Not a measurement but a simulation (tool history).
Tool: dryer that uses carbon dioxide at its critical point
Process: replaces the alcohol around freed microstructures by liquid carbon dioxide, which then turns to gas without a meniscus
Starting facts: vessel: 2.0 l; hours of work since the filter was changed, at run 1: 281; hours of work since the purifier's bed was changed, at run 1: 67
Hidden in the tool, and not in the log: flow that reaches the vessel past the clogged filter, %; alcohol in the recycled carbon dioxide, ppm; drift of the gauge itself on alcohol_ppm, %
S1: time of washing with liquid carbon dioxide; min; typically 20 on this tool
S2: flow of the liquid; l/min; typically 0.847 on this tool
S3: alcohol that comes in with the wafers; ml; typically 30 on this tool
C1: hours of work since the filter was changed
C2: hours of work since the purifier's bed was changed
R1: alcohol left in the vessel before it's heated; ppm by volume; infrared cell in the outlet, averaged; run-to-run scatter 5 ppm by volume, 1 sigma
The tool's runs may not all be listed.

run	hour	S1	S2	S3	C1	C2	R1
1	0.0	20	0.847	30	281	67	25
2	10.0	20	0.847	30	285	72	35
3	20.0	20	0.847	30	290	76	24
4	32.7	20	0.847	30	295	82	34
5	50.5	20	0.847	30	303	89	37
6	69.5	20	0.847	30	311	98	35
7	81.3	17	0.894	63	316	103	73
8	91.0	17	0.894	63	321	107	75
9	106.4	25	0.815	63	327	114	35
10	124.8	21	0.815	118	335	122	75
11	145.7	21	1.068	21	344	131	26

3 options for the next run, each taken on its own from the tool as it stands now. Forecast them:
A	157.2	17	1.068	21	349	136	?
B	157.2	20	0.847	25	349	136	?
C	157.2	21	0.724	21	349	136	?

run	R1
A	39
B	44
C	43
Without the tool's unlogged condition, the same runs would have read:
run	R1
A	10
B	13
C	11
